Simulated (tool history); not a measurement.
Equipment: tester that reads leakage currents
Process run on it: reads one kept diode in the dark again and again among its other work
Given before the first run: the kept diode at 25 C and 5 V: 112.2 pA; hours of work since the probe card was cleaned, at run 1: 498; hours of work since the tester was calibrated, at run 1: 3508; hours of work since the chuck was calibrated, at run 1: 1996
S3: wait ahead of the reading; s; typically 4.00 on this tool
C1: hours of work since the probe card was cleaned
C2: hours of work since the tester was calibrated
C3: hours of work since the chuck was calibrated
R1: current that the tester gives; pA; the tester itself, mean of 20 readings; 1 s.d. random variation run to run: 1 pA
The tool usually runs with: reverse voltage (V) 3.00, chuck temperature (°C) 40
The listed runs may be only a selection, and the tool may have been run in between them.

{"run": 1, "hour": 0.0, "reverse voltage (V)": 3.0, "chuck temperature (°C)": 40, "S3": 4.0, "C1": 498, "C2": 3508, "C3": 1996, "R1": 344.07}
{"run": 2, "hour": 94.1, "reverse voltage (V)": 10.24, "chuck temperature (°C)": 40, "S3": 4.0, "C1": 571, "C2": 3580, "C3": 2069, "R1": 594.75}
{"hour": 159.6, "done": "chuck's temperature calibrated"}
{"run": 3, "hour": 159.6, "reverse voltage (V)": 10.24, "chuck temperature (°C)": 40, "S3": 4.0, "C1": 619, "C2": 3629, "C3": 0, "R1": 599.4}
{"run": 4, "hour": 242.0, "reverse voltage (V)": 10.24, "chuck temperature (°C)": 40, "S3": 4.0, "C1": 682, "C2": 3692, "C3": 63, "R1": 599.04}
{"run": 5, "hour": 314.8, "reverse voltage (V)": 10.24, "chuck temperature (°C)": 40, "S3": 4.0, "C1": 738, "C2": 3748, "C3": 119, "R1": 598.96}
{"run": 6, "hour": 385.4, "reverse voltage (V)": 10.24, "chuck temperature (°C)": 40, "S3": 4.0, "C1": 792, "C2": 3802, "C3": 173, "R1": 596.75}
{"run": 7, "hour": 467.9, "reverse voltage (V)": 3.0, "chuck temperature (°C)": 40, "S3": 0.5, "C1": 856, "C2": 3865, "C3": 236, "R1": 347.15}
{"run": 8, "hour": 525.2, "reverse voltage (V)": 3.0, "chuck temperature (°C)": 40, "S3": 0.5, "C1": 900, "C2": 3909, "C3": 280, "R1": 344.32}
{"run": 9, "hour": 644.3, "reverse voltage (V)": 3.0, "chuck temperature (°C)": 40, "S3": 0.5, "C1": 991, "C2": 4000, "C3": 372, "R1": 345.06}
{"run": 10, "hour": 718.3, "reverse voltage (V)": 3.0, "chuck temperature (°C)": 40, "S3": 1.26, "C1": 1048, "C2": 4057, "C3": 428, "R1": 344.29}
{"run": 11, "hour": 790.5, "reverse voltage (V)": 3.0, "chuck temperature (°C)": 40, "S3": 1.26, "C1": 1103, "C2": 4112, "C3": 484, "R1": 342.95}
{"run": 12, "hour": 866.0, "reverse voltage (V)": 3.0, "chuck temperature (°C)": 40, "S3": 1.26, "C1": 1161, "C2": 4170, "C3": 542, "R1": 344.59}
{"run": 13, "hour": 984.2, "reverse voltage (V)": 3.0, "chuck temperature (°C)": 40, "S3": 1.26, "C1": 1252, "C2": 4261, "C3": 632, "R1": 344.42}
{"run": 14, "hour": 1101.2, "reverse voltage (V)": 3.0, "chuck temperature (°C)": 40, "S3": 1.26, "C1": 1341, "C2": 4351, "C3": 722, "R1": 344.13}
{"run": 15, "hour": 1205.9, "reverse voltage (V)": 3.0, "chuck temperature (°C)": 40, "S3": 1.26, "C1": 1422, "C2": 4431, "C3": 802, "R1": 346.17}
{"run": 16, "hour": 1298.4, "reverse voltage (V)": 3.0, "chuck temperature (°C)": 40, "S3": 2.51, "C1": 1493, "C2": 4502, "C3": 873, "R1": 345.06}
{"run": 17, "hour": 1413.2, "reverse voltage (V)": 3.0, "chuck temperature (°C)": 40, "S3": 4.0, "C1": 1581, "C2": 4590, "C3": 961, "R1": 345.88}
{"run": 18, "hour": 1531.5, "reverse voltage (V)": 3.0, "chuck temperature (°C)": 40, "S3": 4.0, "C1": 1671, "C2": 4681, "C3": 1052, "R1": 343.88}
{"run": 19, "hour": 1619.5, "reverse voltage (V)": 3.0, "chuck temperature (°C)": 41, "S3": 4.0, "C1": 1739, "C2": 4748, "C3": 1120, "R1": 375.58}
{"run": 20, "hour": 1698.1, "reverse voltage (V)": 3.0, "chuck temperature (°C)": 40, "S3": 4.0, "C1": 1799, "C2": 4808, "C3": 1180, "R1": 343.71}
{"run": 21, "hour": 1803.0, "reverse voltage (V)": 3.0, "chuck temperature (°C)": 40, "S3": 4.0, "C1": 1880, "C2": 4889, "C3": 1260, "R1": 344.0}
{"run": 22, "hour": 1863.1, "reverse voltage (V)": 10.34, "chuck temperature (°C)": 54, "S3": 1.09, "C1": 1926, "C2": 4935, "C3": 1306, "R1": 1909.67}
{"hour": 1871.8, "done": "tester calibrated"}
{"run": 23, "hour": 1930.0, "reverse voltage (V)": 3.0, "chuck temperature (°C)": 48, "S3": 7.63, "C1": 1975, "C2": 45, "C3": 1356, "R1": 671.31}
{"run": 24, "hour": 2035.1, "reverse voltage (V)": 3.0, "chuck temperature (°C)": 48, "S3": 7.63, "C1": 2056, "C2": 125, "C3": 1437, "R1": 670.2}
{"run": 25, "hour": 2094.4, "reverse voltage (V)": 4.7, "chuck temperature (°C)": 52, "S3": 4.0, "C1": 2101, "C2": 171, "C3": 1482, "R1": 1138.6}
{"run": 26, "hour": 2180.2, "reverse voltage (V)": 9.49, "chuck temperature (°C)": 60, "S3": 0.38, "C1": 2167, "C2": 237, "C3": 1548, "R1": 2900.35}
{"run": 27, "hour": 2265.4, "reverse voltage (V)": 3.0, "chuck temperature (°C)": 40, "S3": 2.57, "C1": 2233, "C2": 302, "C3": 1613, "R1": 344.89}
{"run": 28, "hour": 2363.4, "reverse voltage (V)": 4.14, "chuck temperature (°C)": 25, "S3": 0.67, "C1": 2308, "C2": 377, "C3": 1689, "R1": 103.93}
{"run": 29, "hour": 2457.8, "reverse voltage (V)": 9.41, "chuck temperature (°C)": 40, "S3": 0.88, "C1": 2380, "C2": 449, "C3": 1761, "R1": 574.63}
{"run": 30, "hour": 2507.8, "reverse voltage (V)": 8.66, "chuck temperature (°C)": 40, "S3": 0.88, "C1": 2419, "C2": 488, "C3": 1799, "R1": 554.72}
{"run": 31, "hour": 2608.8, "reverse voltage (V)": 8.66, "chuck temperature (°C)": 40, "S3": 0.88, "C1": 2496, "C2": 565, "C3": 1877, "R1": 555.84}
{"run": 32, "hour": 2710.9, "reverse voltage (V)": 2.11, "chuck temperature (°C)": 40, "S3": 6.68, "C1": 2574, "C2": 644, "C3": 1955, "R1": 292.81}
{"run": 33, "hour": 2819.6, "reverse voltage (V)": 2.11, "chuck temperature (°C)": 40, "S3": 6.68, "C1": 2658, "C2": 727, "C3": 2038, "R1": 293.45}
{"hour": 2832.8, "done": "probe card cleaned and baked"}
{"run": 34, "hour": 2891.3, "reverse voltage (V)": 2.11, "chuck temperature (°C)": 40, "S3": 6.68, "C1": 45, "C2": 780, "C3": 2091, "R1": 293.23}
{"hour": 2923.1, "done": "chuck's temperature calibrated"}
{"run": 35, "hour": 2986.1, "reverse voltage (V)": 2.11, "chuck temperature (°C)": 35, "S3": 6.68, "C1": 116, "C2": 851, "C3": 48, "R1": 189.12}
{"run": 36, "hour": 3054.2, "reverse voltage (V)": 2.11, "chuck temperature (°C)": 35, "S3": 6.68, "C1": 168, "C2": 903, "C3": 101, "R1": 189.71}
{"run": 37, "hour": 3117.0, "reverse voltage (V)": 2.11, "chuck temperature (°C)": 35, "S3": 6.68, "C1": 216, "C2": 951, "C3": 149, "R1": 190.12}
{"run": 38, "hour": 3222.4, "reverse voltage (V)": 2.11, "chuck temperature (°C)": 35, "S3": 6.68, "C1": 297, "C2": 1032, "C3": 229, "R1": 190.72}
{"run": 39, "hour": 3302.5, "reverse voltage (V)": 16.36, "chuck temperature (°C)": 34, "S3": 7.19, "C1": 359, "C2": 1093, "C3": 291, "R1": 440.15}

Describe how what the log doesn't record of the tool's condition differs between the last listed run preceding each entry between runs and the first listed run following it.
Runs 2 to 3: chuck's temperature calibrated (hour 159.6)
  stray current of the dirty probe card, pA a volt: 0.024 -> 0.025; true chuck temperature over the reading, C: -0.02 -> 0
  measured minus no-state result, R1: -0.80 -> +0.21 pA
Runs 22 to 23: tester calibrated (hour 1871.8)
  stray current of the dirty probe card, pA a volt: 0.033 -> 0.034; current scale over the true one, %: 0.04 -> 0; true chuck temperature over the reading, C: -0.01 -> -0.02
  measured minus no-state result, R1: -1.26 -> -0.78 pA
Runs 33 to 34: probe card cleaned and baked (hour 2832.8)
  stray current of the dirty probe card, pA a volt: 0.038 -> 0.02
  measured minus no-state result, R1: -0.52 -> -0.57 pA
Runs 34 to 35: chuck's temperature calibrated (hour 2923.1)
  stray current of the dirty probe card, pA a volt: 0.02 -> 0.021; true chuck temperature over the reading, C: -0.02 -> 0
  measured minus no-state result, R1: -0.57 -> +0.04 pA

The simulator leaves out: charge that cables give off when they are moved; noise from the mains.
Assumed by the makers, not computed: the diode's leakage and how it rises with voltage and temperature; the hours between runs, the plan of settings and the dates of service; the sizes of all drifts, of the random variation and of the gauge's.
